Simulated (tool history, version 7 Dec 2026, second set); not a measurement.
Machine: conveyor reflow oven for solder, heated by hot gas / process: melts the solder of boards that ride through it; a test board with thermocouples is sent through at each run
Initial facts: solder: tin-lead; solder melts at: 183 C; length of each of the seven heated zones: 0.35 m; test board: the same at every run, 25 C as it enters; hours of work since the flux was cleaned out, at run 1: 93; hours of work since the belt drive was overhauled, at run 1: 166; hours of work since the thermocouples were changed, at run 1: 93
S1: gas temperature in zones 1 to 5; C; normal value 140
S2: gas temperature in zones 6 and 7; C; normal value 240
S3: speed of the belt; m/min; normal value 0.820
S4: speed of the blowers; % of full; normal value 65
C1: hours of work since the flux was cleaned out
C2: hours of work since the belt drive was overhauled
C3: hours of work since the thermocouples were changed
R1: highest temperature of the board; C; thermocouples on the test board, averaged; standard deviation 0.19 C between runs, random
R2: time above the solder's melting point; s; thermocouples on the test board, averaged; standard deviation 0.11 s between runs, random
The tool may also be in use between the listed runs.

{"run": 1, "day": 0.0, "S1": 140, "S2": 240, "S3": 0.82, "S4": 65, "C1": 93, "C2": 166, "C3": 93, "R1": 218.2, "R2": 38.8}
{"run": 2, "day": 0.304, "S1": 140, "S2": 240, "S3": 0.82, "S4": 65, "C1": 97, "C2": 170, "C3": 97, "R1": 218.7, "R2": 39.0}
{"run": 3, "day": 0.654, "S1": 140, "S2": 240, "S3": 0.82, "S4": 65, "C1": 101, "C2": 174, "C3": 101, "R1": 218.5, "R2": 39.2}
{"run": 4, "day": 1.05, "S1": 140, "S2": 240, "S3": 0.82, "S4": 65, "C1": 106, "C2": 180, "C3": 106, "R1": 218.8, "R2": 38.8}
{"run": 5, "day": 1.454, "S1": 140, "S2": 240, "S3": 0.82, "S4": 82, "C1": 112, "C2": 185, "C3": 112, "R1": 223.6, "R2": 41.8}
{"run": 6, "day": 1.633, "S1": 140, "S2": 240, "S3": 0.82, "S4": 82, "C1": 114, "C2": 187, "C3": 114, "R1": 223.7, "R2": 41.8}
{"run": 7, "day": 1.858, "S1": 128, "S2": 240, "S3": 0.82, "S4": 65, "C1": 117, "C2": 190, "C3": 117, "R1": 216.3, "R2": 34.8}
{"run": 8, "day": 2.142, "S1": 128, "S2": 240, "S3": 0.82, "S4": 65, "C1": 121, "C2": 194, "C3": 121, "R1": 216.1, "R2": 34.7}
{"run": 9, "day": 2.383, "S1": 128, "S2": 240, "S3": 0.82, "S4": 65, "C1": 124, "C2": 197, "C3": 124, "R1": 215.7, "R2": 34.6}
{"run": 10, "day": 2.654, "S1": 128, "S2": 236, "S3": 0.82, "S4": 65, "C1": 127, "C2": 201, "C3": 127, "R1": 212.7, "R2": 32.7}
{"run": 11, "day": 3.075, "S1": 140, "S2": 240, "S3": 0.769, "S4": 65, "C1": 133, "C2": 206, "C3": 133, "R1": 221.0, "R2": 43.0}

Forecast run 12:
{"run": 12, "day": 3.379, "S1": 125, "S2": 240, "S3": 0.82, "S4": 88, "C1": 137, "C2": 210, "C3": 137, "R1": "?", "R2": "?"}

R1: 222.6 C
R2: 38.0 s
If the tool had no hidden condition, the same run with the same run-to-run variation would have returned R1 222.6 C, R2 38.0 s.
